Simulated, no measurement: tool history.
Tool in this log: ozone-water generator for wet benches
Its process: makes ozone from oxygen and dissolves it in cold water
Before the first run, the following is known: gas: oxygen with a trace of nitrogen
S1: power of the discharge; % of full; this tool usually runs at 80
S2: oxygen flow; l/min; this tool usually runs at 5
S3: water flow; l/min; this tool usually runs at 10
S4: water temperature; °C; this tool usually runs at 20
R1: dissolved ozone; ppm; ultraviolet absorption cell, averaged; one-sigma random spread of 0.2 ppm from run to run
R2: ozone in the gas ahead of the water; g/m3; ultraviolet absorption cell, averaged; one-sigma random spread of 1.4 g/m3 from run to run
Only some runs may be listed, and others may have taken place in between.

run,hour,S1,S2,S3,S4,R1,R2
1,0,80,5,10,20,25.1,245
2,130.3,80,5,10,20,25.3,240.5
3,193.8,80,5,10,13,28.7,241.1
4,253.5,80,5,10,20,25.1,241
5,312.4,80,5,10,20,24.7,241.6
6,410.4,80,5,10,20,24.8,241.2
7,489.5,80,5,10,20,24.9,239.2
8,551.8,80,5,10,20,24.3,241.4
9,687.5,80,5.22,10,20,24.5,232.4
10,786.3,80,5.22,10,20,24.1,230.9
11,920.2,80,5.22,10,20,24.3,231.3
12,1024.7,80,5.22,10,20,24,233
13,1155.3,80,5,10,20,24.3,237.6
# hour 1223.8: contactor cleaned
14,1265.1,80,5,10,20,25.2,235.2
15,1370.1,80,5,10,20,25.4,236.8
16,1486.2,80,5,10,20,25.5,235.3
17,1541,80,5.23,16,20,16.2,228.4
18,1603.1,80,5,11,27,20.3,233.5
# hour 1653.8: water thermometer calibrated
19,1681.2,80,5,11,17,24.4,232
20,1790.5,80,5,10,23,23.9,233.5
21,1912.6,80,5,10,23,23.6,233.9
22,2008.2,80,5,10,23,23.6,232.2
23,2106.3,80,5.62,6,23,32.4,214.5
24,2199.8,80,5.62,6,16,38.5,216
25,2256.6,80,5,11,20,22.8,232.5
26,2353.1,60,3.89,10,14,25.3,233.8
27,2445.6,95,3.89,10,22,27.3,288
28,2528.1,95,3.89,10,22,27.2,289.8
29,2657.8,50,4.67,16,20,12.8,190.2
30,2785.1,80,3.25,10,20,26.5,294.3
31,2916,95,7.62,10,20,23.2,191.2
32,2977.2,87,6.6,8,25,24.4,199

What if the next run were any one of these 3? Each begins from the tool's condition after run 32:
A,3035.6,59,5,8,20,?,?
B,3035.6,80,6.6,8,14,?,?
C,3035.6,71,6.6,8,25,?,?

run,R1,R2
A,25.2,197.2
B,30.4,193.5
C,22,181.3
Without the tool's unlogged condition, the same runs would have read:
run,R1,R2
A,29.5,227.5
B,36.4,228.3
C,26.1,211.9
